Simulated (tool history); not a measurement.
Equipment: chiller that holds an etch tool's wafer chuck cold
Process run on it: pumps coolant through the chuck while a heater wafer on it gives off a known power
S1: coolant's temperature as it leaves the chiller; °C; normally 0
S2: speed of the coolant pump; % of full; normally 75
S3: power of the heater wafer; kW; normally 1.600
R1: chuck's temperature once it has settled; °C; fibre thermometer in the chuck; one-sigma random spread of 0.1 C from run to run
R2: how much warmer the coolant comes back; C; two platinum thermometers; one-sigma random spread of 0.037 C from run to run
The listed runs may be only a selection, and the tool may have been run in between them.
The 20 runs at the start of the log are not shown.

Run 21, day 55.592: usual settings but S1 10 °C, S2 68 % of full, S3 0.930 kW. Result: R1 19.5 °C, R2 4.65 C.
Run 22, day 58.546: usual settings but S1 10 °C, S2 68 % of full, S3 1.366 kW. Result: R1 24.1 °C, R2 6.78 C.
Run 23, day 62.279: usual settings but S1 -7 °C, S2 81 % of full, S3 1.418 kW. Result: R1 5.8 °C, R2 5.91 C.
At day 64.521: coolant changed, channels flushed.
Run 24, day 65.862: usual settings but S1 6 °C, S2 86 % of full, S3 1.418 kW. Result: R1 18.4 °C, R2 5.71 C.
Run 25, day 67.946: usual settings but S1 6 °C, S2 86 % of full, S3 1.418 kW. Result: R1 18.5 °C, R2 5.56 C.
Run 26, day 69.862: usual settings but S1 6 °C, S2 86 % of full, S3 1.418 kW. Result: R1 18.3 °C, R2 5.66 C.
Run 27, day 73.817: usual settings but S1 6 °C, S2 92 % of full, S3 0.942 kW. Result: R1 14.0 °C, R2 3.47 C.
Run 28, day 76.362: usual settings but S1 -7 °C, S2 73 % of full, S3 1.085 kW. Result: R1 3.5 °C, R2 5.10 C.
Run 29, day 79.775: usual settings but S1 -7 °C, S2 73 % of full, S3 1.085 kW. Result: R1 3.6 °C, R2 5.06 C.
At day 81.750: chiller's thermometer calibrated.
Run 30, day 82.383: usual settings but S1 -7 °C, S2 73 % of full, S3 1.085 kW. Result: R1 3.6 °C, R2 5.12 C.
Run 31, day 85.475: usual settings but S1 -7 °C, S2 73 % of full, S3 1.085 kW. Result: R1 3.6 °C, R2 5.02 C.
Run 32, day 87.146: usual settings but S1 -7 °C, S2 73 % of full, S3 1.085 kW. Result: R1 3.7 °C, R2 5.04 C.
Run 33, day 89.888: usual settings but S1 -7 °C, S2 73 % of full, S3 1.085 kW. Result: R1 3.5 °C, R2 5.09 C.

Each row is a separate what-if for the run after 33, all from the same tool condition, not one after another. Results?
Run A, day 91.996: usual settings but S1 6 °C, S2 86 % of full, S3 1.085 kW. Result: R1 ?, R2 ?.
Run B, day 91.996: usual settings but S1 -7 °C, S2 90 % of full, S3 1.874 kW. Result: R1 ?, R2 ?.
Run C, day 91.996: usual settings but S3 0.841 kW. Result: R1 ?, R2 ?.

run    R1    R2
  A  15.6  4.30
  B   9.0  7.09
  C   8.0  3.81
Without the tool's unlogged condition, the same runs would have read:
run    R1    R2
  A  15.6  4.29
  B   9.0  7.09
  C   7.9  3.81

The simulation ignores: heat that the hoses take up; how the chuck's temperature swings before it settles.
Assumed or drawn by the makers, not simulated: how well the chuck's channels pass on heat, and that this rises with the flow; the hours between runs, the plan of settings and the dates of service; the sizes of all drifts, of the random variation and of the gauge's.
